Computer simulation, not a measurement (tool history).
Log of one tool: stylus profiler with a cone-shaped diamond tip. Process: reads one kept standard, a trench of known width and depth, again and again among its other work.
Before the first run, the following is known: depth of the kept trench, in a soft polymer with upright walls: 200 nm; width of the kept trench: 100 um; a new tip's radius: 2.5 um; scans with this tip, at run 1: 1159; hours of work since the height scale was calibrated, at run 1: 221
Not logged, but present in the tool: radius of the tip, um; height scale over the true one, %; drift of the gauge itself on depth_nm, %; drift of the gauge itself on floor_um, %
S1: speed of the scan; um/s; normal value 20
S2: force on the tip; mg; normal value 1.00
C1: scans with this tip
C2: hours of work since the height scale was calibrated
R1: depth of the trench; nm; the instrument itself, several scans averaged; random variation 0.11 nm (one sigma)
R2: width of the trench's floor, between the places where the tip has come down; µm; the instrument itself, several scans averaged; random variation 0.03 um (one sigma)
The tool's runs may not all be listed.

run     day  S1    S2    C1   C2      R1     R2
  1   0.000  20  1.00  1159  221  201.90  97.65
  2   0.408  20  0.37  1183  225  201.15  97.47
  3   1.146  20  2.52  1225  233  203.32  97.65
  4   1.733   8  1.00  1259  240  202.13  97.75
  5   2.433   8  1.00  1300  247  201.89  97.70
  6   2.992   8  1.00  1332  254  201.89  97.69
  7   3.658  20  0.65  1370  261  201.64  97.53
  8   4.100  20  0.65  1396  266  201.73  97.56
  9   5.021  20  1.00  1449  276  202.11  97.59
 10   5.925  20  1.00  1502  286  202.24  97.64
 11   6.375  20  1.00  1527  291  202.02  97.58
 12   7.238  20  1.00  1577  300  202.07  97.53
 13   7.933  64  0.42  1618  308  201.31  96.86
      8.038  -- height scale calibrated on a step standard
 14   8.408  64  0.42  1644    4  201.41  96.88
 15   8.946   8  0.69  1675   10  201.62  97.65
 16   9.429   8  0.69  1703   15  201.65  97.60
 17   9.929  16  0.69  1732   21  201.64  97.50
 18  10.679  16  0.69  1775   29  201.79  97.55
 19  11.417  58  1.11  1818   37  202.18  97.19
 20  11.900   5  1.06  1846   42  202.12  97.65
     12.671  -- height scale calibrated on a step standard, once more
 21  12.808  19  1.68  1897    2  202.35  97.53
 22  13.712  12  1.00  1949   11  201.54  97.56
 23  14.525  12  1.00  1996   20  201.81  97.56

Each row is a separate what-if for the run after 23, all from the same tool condition, not one after another. Results?
  A  15.021  12  0.50  2025  26   ?   ?
  B  15.021  69  1.00  2025  26   ?   ?
  C  15.021  20  3.00  2025  26   ?   ?
  D  15.021  15  1.80  2025  26   ?   ?
  E  15.021  12  0.43  2025  26   ?   ?

run      R1     R2
  A  201.14  97.57
  B  201.63  97.11
  C  203.48  97.62
  D  202.43  97.54
  E  200.97  97.48
Had the tool no hidden state, the same runs would have come out as:
run      R1     R2
  A  201.11  97.95
  B  201.60  97.49
  C  203.45  98.01
  D  202.40  97.93
  E  200.94  97.86

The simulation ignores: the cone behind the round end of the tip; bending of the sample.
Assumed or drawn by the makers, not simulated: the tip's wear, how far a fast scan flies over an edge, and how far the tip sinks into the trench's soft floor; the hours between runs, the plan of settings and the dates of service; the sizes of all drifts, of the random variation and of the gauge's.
